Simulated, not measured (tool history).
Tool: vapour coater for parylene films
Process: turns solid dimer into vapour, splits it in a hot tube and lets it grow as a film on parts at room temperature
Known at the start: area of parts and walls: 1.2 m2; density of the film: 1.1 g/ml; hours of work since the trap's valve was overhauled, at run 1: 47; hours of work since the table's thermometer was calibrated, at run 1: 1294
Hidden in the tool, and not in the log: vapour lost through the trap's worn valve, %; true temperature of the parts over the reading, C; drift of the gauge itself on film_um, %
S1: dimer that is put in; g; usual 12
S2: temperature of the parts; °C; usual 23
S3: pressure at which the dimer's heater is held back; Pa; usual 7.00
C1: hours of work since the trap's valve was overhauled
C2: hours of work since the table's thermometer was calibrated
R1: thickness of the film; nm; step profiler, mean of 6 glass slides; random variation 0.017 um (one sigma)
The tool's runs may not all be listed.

run   hour  S1  S2    S3   C1    C2    R1
  1    0.0  12  23  7.00   47  1294  5170
  2   38.2  12  23  7.00   79  1326  5170
  3   61.3  12  35  7.00   99  1346  3100
  4   97.8  12  16  7.00  130  1377  6950
  5  137.7  12  16  7.00  164  1411  6970
  6  165.9  12  16  7.00  188  1435  6940
  7  191.7  12  16  7.00  209  1457  6890
     229.1  -- trap's valve overhauled
  8  236.2  12  16  3.63    6  1491  7230
  9  275.4  10  23  7.00   39  1525  4270
 10  309.2  12  23  5.67   68  1553  5230
 11  348.6  12  23  5.67  101  1587  5210
 12  376.9  12  23  5.67  126  1611  5190
 13  422.1  12  23  3.14  164  1649  5400
 14  460.6  12  27  7.00  197  1682  4320
 15  486.9  12  23  7.00  219  1704  5110
     510.2  -- trap's valve overhauled
 16  524.6   7  28  3.19   12  1733  2540
 17  546.1   5  17  2.56   31  1751  2920
 18  576.2   5  17  2.56   56  1777  2930
 19  600.6   9  18  4.69   77  1797  4830
 20  622.1   8  16  6.54   95  1816  4550
 21  647.4  14  21  6.54  117  1837  6480
 22  670.9  11  18  7.96  137  1857  5690
 23  693.3  11  18  7.96  156  1876  5720
 24  713.2  12  30  2.22  172  1893  4080
 25  742.1  16  28  3.03  197  1918  5770
 26  784.0  16  28  3.03  233  1953  5810

Forecast each of these 4 alternatives for the next run:
     794.8  -- trap's valve overhauled
  A  806.9   8  28  10.50  10  1969   ?
     794.8  -- trap's valve overhauled
  B  806.9  17  16   3.03  10  1969   ?
     794.8  -- trap's valve overhauled
  C  806.9   9  20   6.08  10  1969   ?
     794.8  -- trap's valve overhauled
  D  806.9  12  23  10.27  10  1969   ?

run     R1
  A   2660
  B  10170
  C   4340
  D   4950
Without the tool's hidden state the same runs would have given:
run     R1
  A   2730
  B  10410
  C   4440
  D   5060
